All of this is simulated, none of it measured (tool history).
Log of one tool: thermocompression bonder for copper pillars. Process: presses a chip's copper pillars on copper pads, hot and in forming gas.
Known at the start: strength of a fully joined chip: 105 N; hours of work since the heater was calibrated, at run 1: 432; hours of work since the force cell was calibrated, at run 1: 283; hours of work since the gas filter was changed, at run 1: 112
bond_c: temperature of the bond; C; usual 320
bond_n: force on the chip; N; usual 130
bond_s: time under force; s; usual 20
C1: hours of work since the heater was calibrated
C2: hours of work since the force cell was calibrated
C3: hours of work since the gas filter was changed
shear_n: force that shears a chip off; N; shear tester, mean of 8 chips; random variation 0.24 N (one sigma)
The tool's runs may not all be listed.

run 1 hour=0 | bond_c=320 bond_n=130 bond_s=20 | C1=432 C2=283 C3=112 | shear_n=60.1
run 2 hour=6.1 | bond_c=320 bond_n=130 bond_s=20 | C1=437 C2=287 C3=117 | shear_n=60.6
run 3 hour=14.9 | bond_c=320 bond_n=130 bond_s=20 | C1=442 C2=293 C3=123 | shear_n=60.1
run 4 hour=22.3 | bond_c=320 bond_n=130 bond_s=20 | C1=447 C2=298 C3=128 | shear_n=60.2
run 5 hour=29.8 | bond_c=320 bond_n=130 bond_s=20 | C1=453 C2=303 C3=133 | shear_n=60.3
run 6 hour=42.7 | bond_c=320 bond_n=130 bond_s=30 | C1=461 C2=312 C3=141 | shear_n=67.9
run 7 hour=52.6 | bond_c=320 bond_n=130 bond_s=30 | C1=468 C2=319 C3=148 | shear_n=67.8
run 8 hour=59 | bond_c=320 bond_n=130 bond_s=30 | C1=472 C2=323 C3=152 | shear_n=67.2
run 9 hour=69.1 | bond_c=320 bond_n=130 bond_s=30 | C1=479 C2=330 C3=159 | shear_n=67.4
run 10 hour=75.8 | bond_c=320 bond_n=130 bond_s=20 | C1=484 C2=335 C3=164 | shear_n=60
run 11 hour=82.7 | bond_c=320 bond_n=130 bond_s=20 | C1=488 C2=339 C3=168 | shear_n=59.9
run 12 hour=92.2 | bond_c=329 bond_n=130 bond_s=20 | C1=495 C2=346 C3=175 | shear_n=65.1
run 13 hour=103.3 | bond_c=329 bond_n=130 bond_s=20 | C1=502 C2=353 C3=182 | shear_n=65.1
run 14 hour=112.5 | bond_c=329 bond_n=130 bond_s=20 | C1=508 C2=359 C3=188 | shear_n=64.5
run 15 hour=118 | bond_c=320 bond_n=130 bond_s=20 | C1=512 C2=363 C3=192 | shear_n=59.2
run 16 hour=129.9 | bond_c=320 bond_n=91 bond_s=20 | C1=520 C2=371 C3=200 | shear_n=50.4
run 17 hour=142.8 | bond_c=305 bond_n=91 bond_s=20 | C1=529 C2=380 C3=209 | shear_n=42.1
run 18 hour=151.3 | bond_c=292 bond_n=91 bond_s=20 | C1=535 C2=386 C3=215 | shear_n=36.1
run 19 hour=164.8 | bond_c=292 bond_n=91 bond_s=51 | C1=544 C2=395 C3=224 | shear_n=51
run 20 hour=172.1 | bond_c=292 bond_n=91 bond_s=51 | C1=549 C2=400 C3=229 | shear_n=50.8
run 21 hour=182.7 | bond_c=292 bond_n=91 bond_s=51 | C1=556 C2=407 C3=236 | shear_n=50.8
run 22 hour=194.8 | bond_c=305 bond_n=87 bond_s=20 | C1=564 C2=415 C3=244 | shear_n=41.1
run 23 hour=206.5 | bond_c=297 bond_n=94 bond_s=25 | C1=572 C2=423 C3=252 | shear_n=42.3
run 24 hour=215.9 | bond_c=342 bond_n=83 bond_s=20 | C1=578 C2=429 C3=258 | shear_n=60
run 25 hour=222.3 | bond_c=342 bond_n=83 bond_s=28 | C1=583 C2=434 C3=263 | shear_n=66.2
run 26 hour=233.6 | bond_c=323 bond_n=114 bond_s=28 | C1=590 C2=441 C3=270 | shear_n=63.8
run 27 hour=245.1 | bond_c=311 bond_n=179 bond_s=15 | C1=598 C2=449 C3=278 | shear_n=56.2
run 28 hour=253.8 | bond_c=312 bond_n=193 bond_s=15 | C1=604 C2=455 C3=284 | shear_n=59
run 29 hour=263 | bond_c=312 bond_n=86 bond_s=12 | C1=610 C2=461 C3=290 | shear_n=36.4
run 30 hour=275.4 | bond_c=347 bond_n=130 bond_s=23 | C1=618 C2=469 C3=299 | shear_n=76.3
run 31 hour=288.9 | bond_c=349 bond_n=104 bond_s=24 | C1=628 C2=479 C3=308 | shear_n=72.3
run 32 hour=296.8 | bond_c=311 bond_n=130 bond_s=20 | C1=633 C2=484 C3=313 | shear_n=53.6
run 33 hour=306.6 | bond_c=311 bond_n=130 bond_s=20 | C1=640 C2=491 C3=320 | shear_n=53.4
run 34 hour=316.6 | bond_c=294 bond_n=122 bond_s=15 | C1=646 C2=497 C3=326 | shear_n=38.2
run 35 hour=325.5 | bond_c=308 bond_n=156 bond_s=29 | C1=652 C2=503 C3=332 | shear_n=63.2
run 36 hour=334.4 | bond_c=320 bond_n=96 bond_s=54 | C1=658 C2=509 C3=338 | shear_n=69
run 37 hour=345.6 | bond_c=320 bond_n=96 bond_s=54 | C1=666 C2=517 C3=346 | shear_n=69.4
run 38 hour=351.6 | bond_c=320 bond_n=116 bond_s=11 | C1=670 C2=521 C3=350 | shear_n=44.8
run 39 hour=362.4 | bond_c=320 bond_n=116 bond_s=11 | C1=677 C2=528 C3=357 | shear_n=45

4 ways to go on from here, each from the tool as it stands after run 39. What would each give?
run A hour=369 | bond_c=303 bond_n=123 bond_s=35 | C1=682 C2=533 C3=362 | shear_n=?
run B hour=369 | bond_c=326 bond_n=116 bond_s=11 | C1=682 C2=533 C3=362 | shear_n=?
run C hour=369 | bond_c=320 bond_n=90 bond_s=21 | C1=682 C2=533 C3=362 | shear_n=?
run D hour=369 | bond_c=320 bond_n=116 bond_s=29 | C1=682 C2=533 C3=362 | shear_n=?

run=A shear_n=57.4
run=B shear_n=47.9
run=C shear_n=49.8
run=D shear_n=62.7
Without the tool's hidden state the same runs would have given:
run=A shear_n=61.6
run=B shear_n=51.6
run=C shear_n=53.6
run=D shear_n=66.9
